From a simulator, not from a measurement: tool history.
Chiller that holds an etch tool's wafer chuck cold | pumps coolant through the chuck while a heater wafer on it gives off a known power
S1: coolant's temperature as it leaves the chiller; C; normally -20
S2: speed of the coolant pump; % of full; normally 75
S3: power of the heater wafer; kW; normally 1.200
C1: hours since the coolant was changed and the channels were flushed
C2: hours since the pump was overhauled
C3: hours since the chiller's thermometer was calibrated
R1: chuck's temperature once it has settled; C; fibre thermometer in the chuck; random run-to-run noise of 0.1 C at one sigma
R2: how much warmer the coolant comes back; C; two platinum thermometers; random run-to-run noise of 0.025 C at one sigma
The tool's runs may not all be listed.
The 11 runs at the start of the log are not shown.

run    hour   S1  S2     S3    C1    C2    C3     R1    R2
 12   490.2  -27  75  1.200  1483  2411  1786  -15.7  3.22
 13   536.8  -27  75  1.200  1530  2458  1832  -15.6  3.22
 14   592.6  -28  75  1.200  1586  2513  1888  -16.5  3.22
 15   638.1  -28  75  1.200  1631  2559  1934  -16.6  3.21
 16   679.3  -28  75  1.200  1672  2600  1975  -16.5  3.20
 17   704.8  -20  68  1.672  1698  2626  2000   -3.2  4.95
 18   732.7  -20  68  1.672  1726  2654  2028   -3.0  4.97
 19   785.1  -14  63  0.781  1778  2706  2081   -5.5  2.46
 20   813.1  -14  63  0.781  1806  2734  2109   -5.5  2.49
 21   861.0  -14  63  0.781  1854  2782  2157   -5.5  2.50
 22   915.4  -14  63  0.781  1908  2836  2211   -5.4  2.50
 23   963.7  -15  63  0.746  1957  2884  2259   -6.7  2.39
      976.0  -- chiller's thermometer calibrated
 24  1003.6  -21  88  0.941  1996  2923    28  -12.9  2.18
 25  1051.2  -13  67  1.200  2043  2971    75   -0.6  3.58
 26  1092.8  -29  89  0.687  2085  3013   117  -22.9  1.54
 27  1141.3  -26  75  0.922  2133  3061   165  -17.4  2.47
 28  1180.1  -27  61  0.692  2172  3100   204  -19.6  2.31
 29  1239.7  -17  72  0.872  2232  3159   264   -8.5  2.51
 30  1272.4  -20  75  0.606  2264  3192   296  -13.9  1.65
 31  1305.5  -20  62  1.669  2298  3225   330   -1.9  5.45
 32  1349.9  -20  69  1.200  2342  3270   374   -7.7  3.48

4 options for the next run, each taken on its own from the tool as it stands now. Forecast them:
  A  1407.0  -21  75  0.891  2399  3327  431   ?   ?
  B  1407.0  -22  79  1.102  2399  3327  431   ?   ?
  C  1407.0  -19  75  1.257  2399  3327  431   ?   ?
  D  1407.0  -28  75  1.511  2399  3327  431   ?   ?

run     R1    R2
  A  -12.3  2.40
  B  -11.6  2.84
  C   -6.9  3.37
  D  -13.2  4.11
Without the tool's hidden state the same runs would have given:
run     R1    R2
  A  -13.3  2.32
  B  -12.8  2.75
  C   -8.3  3.26
  D  -14.9  3.97
